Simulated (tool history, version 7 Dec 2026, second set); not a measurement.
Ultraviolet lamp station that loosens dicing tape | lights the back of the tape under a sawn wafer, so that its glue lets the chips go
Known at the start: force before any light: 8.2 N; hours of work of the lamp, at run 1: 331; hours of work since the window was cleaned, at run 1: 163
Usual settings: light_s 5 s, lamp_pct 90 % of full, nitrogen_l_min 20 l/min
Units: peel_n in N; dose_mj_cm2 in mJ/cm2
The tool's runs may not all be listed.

| run | day | light_s | lamp_pct | nitrogen_l_min | hours of work of the lamp | hours of work since the window was cleaned | peel_n | dose_mj_cm2 |
|---|---|---|---|---|---|---|---|---|
| 1 | 0 | 5 | 90 | 20 | 331 | 163 | 0.338 | 209 |
| 2 | 1.671 | 5 | 90 | 20 | 348 | 179 | 0.355 | 207 |
| 3 | 2.917 | 5 | 90 | 32 | 360 | 191 | 0.281 | 205 |
| 4 | 4.779 | 5 | 90 | 20 | 377 | 209 | 0.375 | 204 |
| 5 | 7.229 | 5 | 90 | 20 | 401 | 233 | 0.385 | 201 |
| 6 | 8.596 | 5 | 70 | 20 | 414 | 246 | 0.709 | 156 |
| 7 | 11.046 | 5 | 70 | 20 | 438 | 269 | 0.764 | 154 |
|  | 12 | window cleaned of glue's vapour |
| 8 | 13.125 | 5 | 70 | 20 | 458 | 11 | 0.85 | 142 |
| 9 | 15.696 | 2 | 81 | 18 | 482 | 36 | 2.94 | 64 |

The next listed run, before its measurement:
|  | 15.842 | window cleaned of glue's vapour, once more |
| 10 | 18.208 | 9 | 61 | 6 | 506 | 23 | ? | ? |

{"run 10": {"peel_n": 0.428, "dose_mj_cm2": 248}}
Without the tool's hidden state the same run would have given peel_n 0.28 N, dose_mj_cm2 290 mJ/cm2.
